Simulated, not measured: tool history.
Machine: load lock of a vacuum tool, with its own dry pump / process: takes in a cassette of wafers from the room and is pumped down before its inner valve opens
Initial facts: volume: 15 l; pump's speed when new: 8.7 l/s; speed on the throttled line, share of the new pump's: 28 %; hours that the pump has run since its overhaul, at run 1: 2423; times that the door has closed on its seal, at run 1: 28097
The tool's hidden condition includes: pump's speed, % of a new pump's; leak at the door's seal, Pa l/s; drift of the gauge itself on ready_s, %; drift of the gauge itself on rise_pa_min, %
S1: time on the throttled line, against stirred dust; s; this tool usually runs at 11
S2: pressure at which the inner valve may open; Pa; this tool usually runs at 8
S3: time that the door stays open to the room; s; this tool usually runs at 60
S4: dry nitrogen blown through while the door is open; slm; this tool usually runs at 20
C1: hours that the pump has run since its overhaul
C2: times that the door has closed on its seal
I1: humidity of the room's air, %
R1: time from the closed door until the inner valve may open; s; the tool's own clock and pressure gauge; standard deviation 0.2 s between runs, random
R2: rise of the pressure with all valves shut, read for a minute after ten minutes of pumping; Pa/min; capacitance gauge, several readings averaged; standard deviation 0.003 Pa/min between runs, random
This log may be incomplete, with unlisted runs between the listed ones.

run,hour,S1,S2,S3,S4,C1,C2,I1,R1,R2
1,0,11,8,60,20,2423,28097,43.9,25,0.635
2,196,11,8,60,20,2619,28748,45.6,24.6,0.658
3,394.9,11,8,60,20,2818,29409,45.6,24.8,0.679
4,523.7,11,8,60,20,2947,29838,42.6,24.6,0.692
5,750.9,11,8,60,9,3174,30592,44.1,24.9,0.724
6,922.4,11,8,60,9,3345,31162,43.6,24.8,0.757
# hour 955.7: door's seal changed, seat wiped
7,1187.9,11,8,60,9,3609,772,44.3,24.6,0.068
8,1333.2,11,8,60,9,3755,1255,44.8,25.2,0.068
9,1598.4,11,8,60,9,4020,2136,42.5,25,0.07
10,1750.6,11,8,50,20,4172,2642,46.7,24.9,0.069
11,1928.1,11,8,50,20,4350,3231,42.9,25.4,0.068
12,2174.2,11,8,50,20,4596,4049,41.2,25.3,0.075
13,2421.6,11,11,60,20,4843,4871,45.7,24.3,0.091
14,2692.6,11,8,147,20,5114,5772,43,24.9,0.121
15,2902.4,11,8,147,20,5324,6470,46.4,25.2,0.14
16,3126.5,11,8,155,20,5548,7214,45.4,25.1,0.151
17,3292.7,11,8,155,20,5714,7766,42.4,25.4,0.154
18,3510.6,11,8,155,20,5932,8491,46.3,25.3,0.175
19,3735.4,11,8,155,20,6157,9238,44.5,25.2,0.175
20,3914.2,11,8,80,37,6336,9832,45,25.1,0.155
21,4163.6,11,8,80,37,6585,10661,48,25.3,0.171
22,4421.9,11,8,80,37,6843,11519,47.4,25.3,0.182
23,4697.5,11,8,80,37,7119,12435,46,25.2,0.205
24,4944.2,11,11,80,6,7366,13255,42.2,24.8,0.243
25,5188.9,11,11,80,6,7610,14068,46.8,24.9,0.269
26,5340,11,13,41,11,7762,14570,44.5,24.5,0.246
27,5519.8,11,13,41,11,7941,15168,46.7,24.6,0.26
28,5779.3,11,8,60,11,8201,16030,45.5,25.5,0.289
29,5959.1,11,8,60,25,8381,16627,46.3,26.1,0.286
30,6109.9,11,8,31,25,8531,17129,47.2,25.3,0.294
31,6331.3,11,8,31,25,8753,17864,43.7,25.7,0.307

Run 32 comes next. What will it give?
32,6467.4,18,12,156,20,8889,18317,45.3,?,?

Logged for run 32: R1 29.3 s, R2 0.364 Pa/min.
With no hidden state in the tool, this same run would have given R1 28.3 s, R2 0.076 Pa/min.
